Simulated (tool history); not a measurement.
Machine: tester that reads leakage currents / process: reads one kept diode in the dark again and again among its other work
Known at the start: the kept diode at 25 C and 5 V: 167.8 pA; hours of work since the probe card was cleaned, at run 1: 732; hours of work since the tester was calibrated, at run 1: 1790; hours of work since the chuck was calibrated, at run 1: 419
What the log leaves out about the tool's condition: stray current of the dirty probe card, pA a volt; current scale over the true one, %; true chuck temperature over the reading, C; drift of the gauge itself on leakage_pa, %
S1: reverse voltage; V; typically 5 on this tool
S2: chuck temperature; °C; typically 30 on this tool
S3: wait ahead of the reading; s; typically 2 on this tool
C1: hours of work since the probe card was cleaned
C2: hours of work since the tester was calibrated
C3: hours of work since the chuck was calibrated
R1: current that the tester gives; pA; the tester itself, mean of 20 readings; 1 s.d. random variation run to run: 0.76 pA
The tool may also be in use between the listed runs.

run,hour,S1,S2,S3,C1,C2,C3,R1
1,0,5,30,2,732,1790,419,248.94
2,128,5,30,2,793,1851,481,248.01
3,198,5,30,2,827,1885,514,247.58
4,278.4,5,30,2,865,1923,553,246.51
5,366,5,30,2,907,1965,595,246.57
6,441.1,5,30,2,943,2002,631,245.56
7,549,5,30,2,995,2053,683,244.8
8,661.2,5,30,2,1049,2107,737,243.62
9,796.8,5,30,2,1114,2172,802,242.24
10,903,5,30,2,1165,2223,853,241.34
# hour 912.8: tester calibrated
11,977.9,5,30,2,1200,31,888,241.84
12,1070.2,5,30,2,1245,76,932,241.74
13,1162.2,5,41,2,1289,120,976,553.88
14,1259.8,4.8,30,2,1336,167,1023,234.85
15,1392.3,1.76,33,7.39,1399,230,1087,171.43
16,1516.2,1.76,41,0.98,1459,290,1146,317.55
17,1652,1.76,41,0.98,1524,355,1212,313.81
# hour 1726.2: tester calibrated, once more
18,1792.7,11.13,39,1.98,1591,32,1278,704.21
19,1940.5,15.17,30,0.66,1662,103,1349,431.82
20,2053.1,1.19,29,0.66,1716,157,1403,99.19
21,2198.4,6.12,50,2.72,1785,227,1473,1123.04
22,2332.7,2.66,49,2,1850,291,1538,671.77
# hour 2371.9: chuck's temperature calibrated
23,2417.1,3.32,57,1.64,1889,331,22,1518.67

Predict the results of run 24:
24,2553.3,3.32,57,1.64,1955,396,87,?

R1: 1514.51 pA
With no hidden state in the tool, this same run would have given R1 1512.92 pA.

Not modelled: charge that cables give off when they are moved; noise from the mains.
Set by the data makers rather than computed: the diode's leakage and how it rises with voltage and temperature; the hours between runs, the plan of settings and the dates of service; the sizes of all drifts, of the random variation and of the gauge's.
